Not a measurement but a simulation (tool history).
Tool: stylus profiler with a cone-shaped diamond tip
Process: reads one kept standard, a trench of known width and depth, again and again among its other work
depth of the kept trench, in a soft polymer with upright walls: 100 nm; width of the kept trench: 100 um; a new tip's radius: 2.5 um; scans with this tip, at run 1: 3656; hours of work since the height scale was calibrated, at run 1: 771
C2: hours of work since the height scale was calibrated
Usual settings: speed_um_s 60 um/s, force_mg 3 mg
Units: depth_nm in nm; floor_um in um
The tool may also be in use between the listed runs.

{"run": 1, "hour": 0.0, "speed_um_s": 60, "force_mg": 3, "scans with this tip": 3656, "C2": 771, "depth_nm": 101.379, "floor_um": 98.26}
{"run": 2, "hour": 50.1, "speed_um_s": 60, "force_mg": 3, "scans with this tip": 3828, "C2": 807, "depth_nm": 101.387, "floor_um": 98.3}
{"run": 3, "hour": 83.4, "speed_um_s": 40, "force_mg": 3, "scans with this tip": 3942, "C2": 831, "depth_nm": 101.393, "floor_um": 98.35}
{"run": 4, "hour": 111.7, "speed_um_s": 40, "force_mg": 3, "scans with this tip": 4039, "C2": 851, "depth_nm": 101.422, "floor_um": 98.33}
{"run": 5, "hour": 163.8, "speed_um_s": 40, "force_mg": 3, "scans with this tip": 4217, "C2": 889, "depth_nm": 101.415, "floor_um": 98.35}
{"hour": 167.7, "done": "height scale calibrated on a step standard"}
{"run": 6, "hour": 201.3, "speed_um_s": 60, "force_mg": 1.48, "scans with this tip": 4344, "C2": 24, "depth_nm": 100.948, "floor_um": 98.17}
{"run": 7, "hour": 259.3, "speed_um_s": 56, "force_mg": 6.14, "scans with this tip": 4542, "C2": 66, "depth_nm": 102.211, "floor_um": 98.33}
{"run": 8, "hour": 307.9, "speed_um_s": 56, "force_mg": 6.14, "scans with this tip": 4709, "C2": 101, "depth_nm": 102.237, "floor_um": 98.27}
{"run": 9, "hour": 366.4, "speed_um_s": 196, "force_mg": 3.41, "scans with this tip": 4908, "C2": 143, "depth_nm": 101.548, "floor_um": 97.78}
{"run": 10, "hour": 394.1, "speed_um_s": 15, "force_mg": 1.7, "scans with this tip": 5003, "C2": 163, "depth_nm": 101.025, "floor_um": 98.38}

5 ways to go on from here, each from the tool as it stands after run 10. What would each give?
{"run": "A", "hour": 449.1, "speed_um_s": 94, "force_mg": 1.36, "scans with this tip": 5191, "C2": 203, "depth_nm": "?", "floor_um": "?"}
{"run": "B", "hour": 449.1, "speed_um_s": 66, "force_mg": 3.34, "scans with this tip": 5191, "C2": 203, "depth_nm": "?", "floor_um": "?"}
{"run": "C", "hour": 449.1, "speed_um_s": 130, "force_mg": 3.63, "scans with this tip": 5191, "C2": 203, "depth_nm": "?", "floor_um": "?"}
{"run": "D", "hour": 449.1, "speed_um_s": 16, "force_mg": 3.42, "scans with this tip": 5191, "C2": 203, "depth_nm": "?", "floor_um": "?"}
{"run": "E", "hour": 449.1, "speed_um_s": 227, "force_mg": 7, "scans with this tip": 5191, "C2": 203, "depth_nm": "?", "floor_um": "?"}

run=A depth_nm=100.912 floor_um=97.99
run=B depth_nm=101.547 floor_um=98.21
run=C depth_nm=101.612 floor_um=98
run=D depth_nm=101.564 floor_um=98.41
run=E depth_nm=102.44 floor_um=97.9
Without the tool's hidden state the same runs would have given:
run=A depth_nm=100.753 floor_um=98.15
run=B depth_nm=101.386 floor_um=98.37
run=C depth_nm=101.452 floor_um=98.16
run=D depth_nm=101.404 floor_um=98.56
run=E depth_nm=102.279 floor_um=98.06
